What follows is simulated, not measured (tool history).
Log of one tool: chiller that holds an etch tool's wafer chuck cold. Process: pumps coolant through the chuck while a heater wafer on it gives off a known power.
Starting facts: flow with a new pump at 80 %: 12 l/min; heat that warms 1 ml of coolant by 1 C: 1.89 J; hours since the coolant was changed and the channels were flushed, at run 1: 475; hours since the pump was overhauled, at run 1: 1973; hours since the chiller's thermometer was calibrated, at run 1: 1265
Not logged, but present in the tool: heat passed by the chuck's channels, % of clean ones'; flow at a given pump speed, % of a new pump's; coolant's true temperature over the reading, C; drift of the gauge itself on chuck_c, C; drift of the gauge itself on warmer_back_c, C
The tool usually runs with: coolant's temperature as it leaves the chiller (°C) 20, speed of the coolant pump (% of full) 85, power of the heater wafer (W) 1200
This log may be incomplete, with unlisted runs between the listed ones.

run	hour	coolant's temperature as it leaves the chiller (°C)	speed of the coolant pump (% of full)	power of the heater wafer (W)	hours since the coolant was changed and the channels were flushed	hours since the pump was overhauled	hours since the chiller's thermometer was calibrated	chuck's temperature once it has settled (°C)	how much warmer the coolant comes back (C)
1	0	20	85	1200	475	1973	1265	33.4	3.01
2	65.9	20	85	1200	541	2039	1331	33.4	3.01
3	144.9	20	85	1200	620	2118	1410	33.4	2.98
4	240.4	20	85	1030	715	2214	1506	31.5	2.53
5	325.7	20	87	1200	800	2299	1591	33.3	2.89
6	402.9	20	87	1200	878	2376	1668	33.3	2.93
7	455.6	20	85	1200	930	2429	1721	33.6	2.97
8	542.2	20	85	1200	1017	2515	1808	33.6	3
9	590.1	20	85	1200	1065	2563	1855	33.6	2.99
10	659.7	20	85	1200	1135	2633	1925	33.4	3.01
11	753.7	20	70	1200	1229	2727	2019	34.8	3.65
12	816.7	20	70	1200	1291	2790	2082	35	3.61
13	887	11	70	1200	1362	2860	2152	25.9	3.65
14	929.7	25	70	1200	1405	2903	2195	39.7	3.63
15	1032	25	70	1200	1507	3005	2297	40	3.63
16	1118.7	25	70	1200	1593	3092	2384	39.9	3.6
17	1191.2	25	70	1200	1666	3164	2456	40	3.61
18	1283.9	16	62	676	1759	3257	2549	25	2.28
19	1357.3	20	85	1426	1832	3331	2623	35.9	3.53
20	1403.5	20	73	1338	1878	3377	2669	36.5	3.91
21	1478.3	20	73	857	1953	3452	2744	30.4	2.47
22	1553.1	20	73	857	2028	3526	2818	30.3	2.49
23	1632.1	20	82	1101	2107	3605	2897	32.6	2.84
24	1679	15	80	1016	2154	3652	2944	27	2.72
25	1766	20	70	724	2241	3739	3031	28.8	2.17
26	1839.1	20	83	1629	2314	3812	3104	38.3	4.12
27	1938.5	20	83	1629	2413	3912	3204	38.3	4.16
28	2029.6	23	73	1557	2504	4003	3295	41.8	4.49
29	2111.6	22	95	1200	2586	4085	3377	34.6	2.68
30	2174	22	95	1200	2649	4147	3439	34.7	2.64
31	2239.4	29	92	670	2714	4213	3505	36.2	1.55
32	2340	17	85	904	2815	4313	3605	27	2.24
# hour 2419: chiller's thermometer calibrated
33	2432	17	85	904	2906	4404	13	27.2	2.23

Branching from run 33: 3 alternative next runs. What would each branch give?
A	2511	23	85	820	2985	4483	92	?	?
B	2511	24	76	1128	2985	4483	92	?	?
C	2511	22	63	904	2985	4483	92	?	?

run	chuck's temperature once it has settled (°C)	how much warmer the coolant comes back (C)
A	32.3	2.02
B	37.3	3.16
C	34	3.05
The same runs, with their run-to-run variation unchanged, on a tool lacking any hidden condition would have given:
run	chuck's temperature once it has settled (°C)	how much warmer the coolant comes back (C)
A	32.3	2.02
B	37.3	3.16
C	34	3.05
